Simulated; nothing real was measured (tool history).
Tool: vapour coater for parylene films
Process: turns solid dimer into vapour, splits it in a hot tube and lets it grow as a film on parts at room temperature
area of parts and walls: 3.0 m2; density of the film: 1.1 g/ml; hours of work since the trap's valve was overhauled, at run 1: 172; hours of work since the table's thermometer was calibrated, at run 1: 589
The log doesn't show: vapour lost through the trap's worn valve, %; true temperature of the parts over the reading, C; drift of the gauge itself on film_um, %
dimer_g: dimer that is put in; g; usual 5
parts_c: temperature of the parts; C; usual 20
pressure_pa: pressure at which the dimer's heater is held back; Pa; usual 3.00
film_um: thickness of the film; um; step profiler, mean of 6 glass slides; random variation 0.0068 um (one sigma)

| run | day | dimer_g | parts_c | pressure_pa | hours of work since the trap's valve was overhauled | hours of work since the table's thermometer was calibrated | film_um |
|---|---|---|---|---|---|---|---|
| 1 | 0.000 | 5 | 20 | 3.00 | 172 | 589 | 1.176 |
| 2 | 2.092 | 5 | 20 | 3.00 | 213 | 631 | 1.171 |
| 3 | 4.217 | 5 | 20 | 3.00 | 255 | 673 | 1.173 |
| 4 | 5.775 | 5 | 20 | 3.00 | 286 | 704 | 1.180 |
| 5 | 7.358 | 5 | 20 | 3.00 | 318 | 736 | 1.175 |
| 6 | 9.233 | 5 | 20 | 3.00 | 355 | 773 | 1.163 |
|  | 10.933 | table's thermometer calibrated |
| 7 | 11.167 | 5 | 20 | 3.00 | 392 | 5 | 1.170 |
|  | 11.975 | trap's valve overhauled |
| 8 | 12.467 | 5 | 20 | 3.00 | 10 | 27 | 1.168 |
| 9 | 14.229 | 5 | 20 | 3.00 | 45 | 62 | 1.166 |
| 10 | 15.308 | 5 | 20 | 3.00 | 66 | 84 | 1.157 |
| 11 | 17.492 | 5 | 20 | 3.00 | 109 | 127 | 1.175 |
| 12 | 19.100 | 7 | 20 | 3.00 | 141 | 159 | 1.639 |
| 13 | 20.612 | 7 | 20 | 3.00 | 171 | 189 | 1.631 |
| 14 | 22.254 | 7 | 20 | 3.00 | 204 | 221 | 1.642 |
| 15 | 23.683 | 7 | 20 | 3.00 | 232 | 250 | 1.632 |
| 16 | 24.958 | 7 | 14 | 9.08 | 258 | 275 | 1.583 |
| 17 | 26.992 | 5 | 27 | 3.40 | 298 | 315 | 0.967 |
| 18 | 29.054 | 5 | 27 | 3.40 | 339 | 356 | 0.970 |
| 19 | 30.479 | 5 | 20 | 4.78 | 367 | 385 | 1.090 |
| 20 | 31.421 | 5 | 20 | 4.78 | 386 | 403 | 1.084 |
|  | 32.596 | trap's valve overhauled |
| 21 | 32.625 | 5 | 20 | 4.78 | 1 | 424 | 1.075 |
| 22 | 34.321 | 5 | 20 | 2.66 | 34 | 458 | 1.191 |
| 23 | 35.246 | 5 | 20 | 2.66 | 53 | 476 | 1.191 |
| 24 | 36.888 | 8 | 23 | 8.22 | 85 | 509 | 1.491 |
| 25 | 38.458 | 4 | 20 | 2.83 | 116 | 540 | 0.947 |
| 26 | 39.558 | 4 | 22 | 2.15 | 138 | 562 | 0.938 |
| 27 | 41.200 | 7 | 22 | 2.15 | 171 | 594 | 1.648 |
| 28 | 42.529 | 7 | 22 | 2.15 | 197 | 621 | 1.648 |
| 29 | 44.396 | 7 | 22 | 2.15 | 234 | 658 | 1.647 |

4 ways to go on from here, each from the tool as it stands after run 29. What would each give?
| A | 46.517 | 5 | 17 | 2.41 | 276 | 700 | ? |
| B | 46.517 | 5 | 27 | 4.42 | 276 | 700 | ? |
| C | 46.517 | 4 | 22 | 2.15 | 276 | 700 | ? |
| D | 46.517 | 8 | 14 | 2.15 | 276 | 700 | ? |

| run | film_um |
|---|---|
| A | 1.304 |
| B | 0.934 |
| C | 0.930 |
| D | 2.267 |
Without the tool's hidden state the same runs would have given:
| run | film_um |
|---|---|
| A | 1.305 |
| B | 0.935 |
| C | 0.931 |
| D | 2.268 |
